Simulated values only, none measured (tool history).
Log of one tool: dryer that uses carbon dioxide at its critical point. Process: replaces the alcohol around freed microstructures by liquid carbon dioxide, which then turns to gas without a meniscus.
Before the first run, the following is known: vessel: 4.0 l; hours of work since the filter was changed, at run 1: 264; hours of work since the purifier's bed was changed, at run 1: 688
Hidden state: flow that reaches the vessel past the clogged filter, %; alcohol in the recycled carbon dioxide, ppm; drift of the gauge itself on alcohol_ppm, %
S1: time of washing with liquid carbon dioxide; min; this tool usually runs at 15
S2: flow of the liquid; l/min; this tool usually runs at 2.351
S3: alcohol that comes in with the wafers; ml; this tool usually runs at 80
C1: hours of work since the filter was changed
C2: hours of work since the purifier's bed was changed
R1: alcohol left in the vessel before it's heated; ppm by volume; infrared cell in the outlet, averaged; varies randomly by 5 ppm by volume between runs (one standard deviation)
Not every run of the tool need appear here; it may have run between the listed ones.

run     day  S1     S2  S3   C1   C2   R1
  1   0.000  15  2.351  80  264  688  222
  2   1.433  15  2.351  88  291  715  234
  3   3.592  15  2.351  80  332  756  255
  4   6.083  15  2.351  80  379  803  258
  5   7.646  15  2.351  80  409  832  264
      9.812  -- purifier's bed changed
  6  10.200  15  2.351  80  454    7   42
  7  12.333  15  2.351  93  495   48   62
     13.100  -- inlet filter changed
  8  14.650  15  2.351  93   29   90   65
  9  16.933  15  2.351  93   72  133   66
 10  18.604  15  2.351  93  104  165   68
 11  19.792  15  2.351  93  126  187   76
 12  22.425  15  2.351  93  176  237   95
 13  23.746  15  2.351  80  201  262   91
 14  25.275  15  2.351  30  230  291   94
 15  26.475  15  2.351  30  252  313  100
 16  27.721  15  2.351  80  276  337  124
 17  28.833  15  2.351  80  297  358  132
 18  29.942  15  3.910  80  318  379   97
 19  31.704  15  2.351  80  351  412  151
 20  33.042  15  1.800  80  376  437  261
 21  34.588  15  1.800  80  405  466  259
 22  36.992  15  2.170  80  451  512  184
 23  38.675  15  2.170  80  482  543  193
 24  40.012  16  2.170  80  508  569  179
     40.200  -- inlet filter changed
 25  41.742  23  1.700  31   29  601  164
 26  43.875  24  2.980  80   69  641  159
 27  45.612  24  3.890  55  102  674  165

Run 28, settings as shown, results not yet in. Your forecast:
 28  47.862  11  3.010  39  145  716   ?

For run 28 the tool returned R1 196 ppm by volume.
Were there no unlogged condition in the tool, this run, its random variation unchanged, would have produced R1 22 ppm by volume.
